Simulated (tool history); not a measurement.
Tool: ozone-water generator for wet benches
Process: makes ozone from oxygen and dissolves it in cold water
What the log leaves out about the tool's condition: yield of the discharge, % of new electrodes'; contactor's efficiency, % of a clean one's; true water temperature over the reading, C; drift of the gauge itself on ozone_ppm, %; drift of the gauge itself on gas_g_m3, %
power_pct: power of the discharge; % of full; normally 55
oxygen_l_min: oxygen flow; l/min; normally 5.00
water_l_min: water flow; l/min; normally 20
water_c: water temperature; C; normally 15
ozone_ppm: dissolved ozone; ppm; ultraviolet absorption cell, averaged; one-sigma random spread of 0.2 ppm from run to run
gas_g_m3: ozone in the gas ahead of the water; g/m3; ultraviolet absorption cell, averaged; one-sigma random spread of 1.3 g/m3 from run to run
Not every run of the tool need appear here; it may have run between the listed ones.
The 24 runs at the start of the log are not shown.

run,hour,power_pct,oxygen_l_min,water_l_min,water_c,hours of work since the electrodes were changed,hours of work since the contactor was cleaned,hours of work since the thermometer was calibrated,ozone_ppm,gas_g_m3
25,1092.5,41,2.80,22,19,1704,3689,3097,15.7,223.9
26,1149.9,41,2.80,22,14,1755,3739,3148,16.5,223.3
27,1200.9,85,3.75,20,8,1800,3785,3193,34.6,332.8
28,1256.4,79,7.49,26,18,1849,3834,3242,27.0,237.4
29,1300.2,79,7.49,26,18,1888,3873,3281,27.4,237.2
30,1366.4,55,7.92,26,15,1946,3931,3339,21.9,180.0
31,1432.1,55,7.92,26,15,2004,3989,3397,21.8,177.2
32,1499.0,79,6.87,17,12,2064,4048,3456,39.5,245.6

Each row is a separate what-if for the run after 32, all from the same tool condition, not one after another. Results?
A,1545.9,55,5.30,25,9,2105,4090,3498,?,?
B,1545.9,45,6.87,17,12,2105,4090,3498,?,?
C,1545.9,75,5.00,30,12,2105,4090,3498,?,?

run,ozone_ppm,gas_g_m3
A,22.2,210.6
B,26.5,164.1
C,22.4,267.2
What these runs would have given with no unlogged condition in the tool:
run,ozone_ppm,gas_g_m3
A,25.8,226.0
B,30.0,173.9
C,26.8,292.3
